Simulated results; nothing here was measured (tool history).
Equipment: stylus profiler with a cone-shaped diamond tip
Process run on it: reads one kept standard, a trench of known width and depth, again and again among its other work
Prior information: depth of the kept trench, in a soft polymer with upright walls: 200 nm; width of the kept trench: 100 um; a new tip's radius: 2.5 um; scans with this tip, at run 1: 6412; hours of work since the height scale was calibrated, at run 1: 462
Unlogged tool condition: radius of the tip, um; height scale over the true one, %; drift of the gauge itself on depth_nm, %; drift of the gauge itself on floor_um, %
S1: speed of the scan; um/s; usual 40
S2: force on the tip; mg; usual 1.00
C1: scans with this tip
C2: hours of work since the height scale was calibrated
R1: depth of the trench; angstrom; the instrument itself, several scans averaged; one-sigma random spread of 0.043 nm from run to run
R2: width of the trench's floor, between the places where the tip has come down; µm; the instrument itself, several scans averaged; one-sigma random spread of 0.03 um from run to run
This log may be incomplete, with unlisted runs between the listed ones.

run,hour,S1,S2,C1,C2,R1,R2
1,0.0,40,1.00,6412,462,2006.2,97.23
2,34.7,40,1.00,6694,482,2005.8,97.16
3,53.8,95,1.00,6848,494,2006.7,96.70
4,80.2,95,1.00,7062,509,2006.1,96.62
5,101.6,95,1.00,7235,521,2006.1,96.65
6,125.4,133,1.00,7428,535,2006.1,96.29
7,159.5,40,1.00,7704,555,2005.6,97.09
8,198.6,40,1.00,8020,578,2005.9,97.06
9,225.3,40,1.00,8237,594,2005.6,97.05
10,250.3,40,1.00,8440,608,2005.5,97.03
11,277.7,40,1.31,8661,624,2006.7,97.08
12,296.5,40,1.00,8813,635,2005.6,97.02
13,330.7,13,0.83,9091,655,2005.0,97.27
14,358.3,125,0.99,9314,671,2004.8,96.18
15,374.8,44,0.35,9448,681,2002.0,96.67
16,393.1,39,0.84,9596,692,2005.0,96.98
17,413.5,11,1.04,9761,704,2006.1,97.17
18,438.6,11,1.04,9964,718,2004.5,97.16
19,466.0,11,1.04,10187,734,2005.9,97.17
20,482.7,79,2.87,10322,744,2012.5,96.85
21,521.2,79,2.87,10633,766,2011.9,96.93
22,553.9,83,1.22,10898,785,2005.4,96.62
23,593.5,35,0.79,11219,809,2004.5,96.89

Below are 4 alternative next runs, each starting from the tool's condition after run 23. Predict each:
A,626.3,34,1.53,11485,828,?,?
B,626.3,12,1.29,11485,828,?,?
C,626.3,14,1.69,11485,828,?,?
D,626.3,115,0.40,11485,828,?,?

run,R1,R2
A,2007.6,97.01
B,2006.1,97.07
C,2007.8,97.13
D,2001.9,95.63
Without the tool's hidden state the same runs would have given:
run,R1,R2
A,2009.6,97.83
B,2008.2,97.88
C,2009.9,97.95
D,2003.9,96.45

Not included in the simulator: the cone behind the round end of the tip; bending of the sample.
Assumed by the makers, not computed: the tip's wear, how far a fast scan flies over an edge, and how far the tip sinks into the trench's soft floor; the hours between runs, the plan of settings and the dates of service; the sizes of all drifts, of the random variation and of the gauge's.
